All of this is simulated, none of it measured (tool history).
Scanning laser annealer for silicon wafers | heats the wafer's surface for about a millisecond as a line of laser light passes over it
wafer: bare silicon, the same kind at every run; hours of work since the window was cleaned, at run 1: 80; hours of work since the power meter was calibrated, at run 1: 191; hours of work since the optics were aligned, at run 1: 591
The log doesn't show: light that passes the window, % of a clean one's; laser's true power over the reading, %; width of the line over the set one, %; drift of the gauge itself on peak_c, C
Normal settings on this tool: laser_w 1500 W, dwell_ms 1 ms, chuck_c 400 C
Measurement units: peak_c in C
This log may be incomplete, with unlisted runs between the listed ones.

run   hour  laser_w  dwell_ms  chuck_c  hours of work since the window was cleaned  hours of work since the power meter was calibrated  hours of work since the optics were aligned  peak_c
  1      0     1500         1      400                                          80                                                 191                                          591    1170
  2    5.2     1500         1      400                                          82                                                 194                                          593    1173
  3   13.5     1500         1      400                                          86                                                 198                                          597    1172
  4   19.2     1500         1      400                                          89                                                 200                                          600    1173
  5   25.8     1500      0.98      400                                          92                                                 203                                          603    1162
  6   34.9     1500      0.98      400                                          96                                                 208                                          607    1164
  7   40.1     1500      0.98      400                                          98                                                 210                                          610    1161
  8   50.9     1500      0.98      400                                         104                                                 215                                          615    1162
  9   57.1     1500      0.98      400                                         107                                                 218                                          618    1163
 10   66.1     1500      1.18      400                                         111                                                 222                                          622    1247
 11   73.8     1500         1      386                                         114                                                 226                                          626    1153
 12   81.6     1500         1      415                                         118                                                 230                                          629    1186
 13   92.4     1500         1      415                                         123                                                 235                                          634    1184
 14   98.1     1500         1      400                                         126                                                 238                                          637    1166
 15    106     1500         1      400                                         130                                                 241                                          641    1171
 16  111.7     1500         1      400                                         132                                                 244                                          643    1168
 17    123     1500         1      400                                         138                                                 249                                          649    1170
 18  134.1     1500         1      388                                         143                                                 255                                          654    1156
 19  143.3     1500         1      388                                         147                                                 259                                          658    1158
 20  150.6     1500         1      388                                         151                                                 262                                          662    1155
 21    158     1500       0.7      400                                         154                                                 266                                          665    1026
 22  167.7     1500       0.7      400                                         159                                                 270                                          670    1026
 23    178     1500      0.81      414                                         164                                                 275                                          675    1096
 24  188.8     1334      0.84      370                                         169                                                 280                                          680     969
 25  199.7     1334      0.84      370                                         174                                                 286                                          685     969
 26  205.3     1483      0.84      370                                         176                                                 288                                          688    1049
 27  216.4     1394      1.17      372                                         182                                                 293                                          693    1134
 28  227.9     1394      1.17      372                                         187                                                 299                                          698    1133
 29  234.9     1394      1.17      372                                         190                                                 302                                          702    1137
 30  245.8     1394      0.74      372                                         196                                                 307                                          707     959
 31  255.9     1463      0.95      406                                         200                                                 312                                          712    1123
 32  260.7     1553      1.02      406                                         203                                                 314                                          714    1213
 33  270.4     1553      1.02      406                                         207                                                 319                                          718    1207
 34  277.7     1553      1.02      406                                         211                                                 322                                          722    1208
 35  286.9     1330      0.73      437                                         215                                                 327                                          726     985
 36  297.6     1330      0.73      437                                         220                                                 332                                          731     983
 37  308.4     1308      1.01      400                                         225                                                 337                                          736    1044
 38  317.5     1616      1.05      408                                         229                                                 341                                          741    1259
 39  328.2     1493      0.78      410                                         234                                                 346                                          746    1065
 40  337.8     1318      1.09      377                                         239                                                 351                                          750    1056

Forecast each of these 3 alternatives for the next run:
  A  348.5     1318      1.21      377                                         244                                                 356                                          755       ?
  B  348.5     1318      1.14      377                                         244                                                 356                                          755       ?
  C  348.5     1433      1.17      400                                         244                                                 356                                          755       ?

run  peak_c
  A    1094
  B    1069
  C    1183
Without the tool's hidden state the same runs would have given:
run  peak_c
  A    1129
  B    1103
  C    1221

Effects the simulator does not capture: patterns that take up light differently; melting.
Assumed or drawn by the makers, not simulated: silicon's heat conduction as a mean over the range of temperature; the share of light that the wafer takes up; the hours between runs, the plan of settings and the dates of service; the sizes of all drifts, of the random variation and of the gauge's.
